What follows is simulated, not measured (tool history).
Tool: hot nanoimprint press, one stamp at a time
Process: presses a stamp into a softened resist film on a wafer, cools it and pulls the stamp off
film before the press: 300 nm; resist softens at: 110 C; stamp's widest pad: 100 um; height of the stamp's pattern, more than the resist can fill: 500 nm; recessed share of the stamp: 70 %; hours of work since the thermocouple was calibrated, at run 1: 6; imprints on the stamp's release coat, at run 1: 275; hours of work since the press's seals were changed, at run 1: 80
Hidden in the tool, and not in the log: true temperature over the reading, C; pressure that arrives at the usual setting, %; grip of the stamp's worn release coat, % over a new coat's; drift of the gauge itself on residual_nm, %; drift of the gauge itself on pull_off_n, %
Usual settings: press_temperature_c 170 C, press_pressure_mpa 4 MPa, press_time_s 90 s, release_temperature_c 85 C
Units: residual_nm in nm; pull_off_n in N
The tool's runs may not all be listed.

run   hour  press_temperature_c  press_pressure_mpa  press_time_s  release_temperature_c  hours of work since the thermocouple was calibrated  imprints on the stamp's release coat  hours of work since the press's seals were changed  residual_nm  pull_off_n
  1      0                  170                   4            90                     85                                                    6                                   275                                                  80        114.1         162
  2   13.1                  170                   4            90                     85                                                   14                                   313                                                  88        113.3         156
  3   35.9                  170                   4            90                     85                                                   28                                   380                                                 102        110.5         161
  4   59.6                  170                   4            90                     85                                                   42                                   449                                                 116        113.2         170
  5     73                  170                   4            90                     85                                                   51                                   488                                                 125        112.1         164
  6   89.2                  170                   4            90                     85                                                   60                                   535                                                 134        112.3         167
  7  110.7                  170                   4            90                     92                                                   74                                   598                                                 148        109.2         154
  8  122.8                  170                   4            90                     85                                                   81                                   633                                                 155        110.8         166
  9  137.1                  170                   4            90                     85                                                   90                                   675                                                 164        112.2         168
 10  155.9                  170                   4            90                     85                                                  101                                   730                                                 175        111.4         168
 11  184.1                  170                   4            90                     85                                                  118                                   812                                                 192        109.1         173
     189.4  -- plate thermocouple calibrated
 12  208.4                  170                   4            90                     85                                                   12                                   874                                                 205        107.4         169
 13  221.3                  170                   4            90                     85                                                   19                                   912                                                 213        108.1         174
 14    240                  170                   4            90                     85                                                   31                                   966                                                 225        107.4         174
 15  258.3                  170                 4.3            90                     85                                                   42                                  1019                                                 236        103.9         176
       266  -- stamp cleaned and given a new release coat
     271.2  -- plate thermocouple calibrated, once more
 16  283.7                  170                 4.3            90                     85                                                    8                                    43                                                 246        111.5         156
 17  297.3                  170                 2.8            90                     85                                                   16                                    83                                                 254        132.4         156
 18  316.6                  162                 2.8            90                     90                                                   28                                   139                                                 266        201.3         151
 19  335.1                  162                 4.2            51                     88                                                   39                                   193                                                 277        208.7         157
 20  347.6                  162                 4.2            51                     88                                                   47                                   230                                                 285        210.5         154
 21  362.6                  181                4.99           159                     87                                                   56                                   273                                                 294         40.1         161
 22  379.4                  159                   4            90                     85                                                   66                                   323                                                 304        207.4         164

The next listed run, before its measurement:
 23  395.1                  159                   4            78                     83                                                   76                                   368                                                 314            ?           ?

residual_nm: 214.8 nm
pull_off_n: 163 N
Without the tool's hidden state the same run would have given residual_nm 216.2 nm, pull_off_n 157 N.
